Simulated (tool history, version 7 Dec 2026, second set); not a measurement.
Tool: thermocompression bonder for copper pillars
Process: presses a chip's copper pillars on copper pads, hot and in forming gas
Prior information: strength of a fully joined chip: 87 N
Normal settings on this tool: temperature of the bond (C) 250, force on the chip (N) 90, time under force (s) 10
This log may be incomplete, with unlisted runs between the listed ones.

| run | day | temperature of the bond (C) | force on the chip (N) | time under force (s) | force that shears a chip off (N) |
|---|---|---|---|---|---|
| 1 | 0 | 250 | 90 | 10 | 56.4 |
| 2 | 0.433 | 250 | 90 | 10 | 56.7 |
| 3 | 1.067 | 250 | 90 | 10 | 55.8 |
| 4 | 1.538 | 250 | 90 | 10 | 54.9 |
| 5 | 2.042 | 250 | 90 | 10 | 55.3 |
| 6 | 2.404 | 250 | 90 | 10 | 56.6 |
| 7 | 2.908 | 250 | 90 | 10 | 55.9 |
| 8 | 3.258 | 250 | 90 | 10 | 55.3 |
| 9 | 3.775 | 250 | 90 | 10 | 55.4 |
| 10 | 4.229 | 250 | 90 | 10 | 55 |
| 11 | 4.858 | 250 | 125 | 10 | 65.5 |
| 12 | 5.346 | 250 | 125 | 10 | 64.2 |
| 13 | 5.688 | 250 | 90 | 10 | 55 |
| 14 | 6.242 | 268 | 90 | 21 | 72.4 |
| 15 | 6.779 | 268 | 90 | 21 | 71.1 |
| 16 | 7.371 | 268 | 105 | 10 | 66.4 |
| 17 | 7.738 | 268 | 105 | 10 | 64.4 |
| 18 | 8.379 | 245 | 57 | 10 | 40 |
| 19 | 8.804 | 237 | 57 | 11 | 38.8 |
| 20 | 9.067 | 237 | 57 | 11 | 36.5 |
| 21 | 9.325 | 237 | 57 | 11 | 37.3 |

Estimate the outcome of run 22 from the log above:
| 22 | 9.821 | 237 | 57 | 11 | ? |

Run 22 yielded force that shears a chip off (N) 37.3.
With no hidden state in the tool, this same run would have given force that shears a chip off (N) 35.6.

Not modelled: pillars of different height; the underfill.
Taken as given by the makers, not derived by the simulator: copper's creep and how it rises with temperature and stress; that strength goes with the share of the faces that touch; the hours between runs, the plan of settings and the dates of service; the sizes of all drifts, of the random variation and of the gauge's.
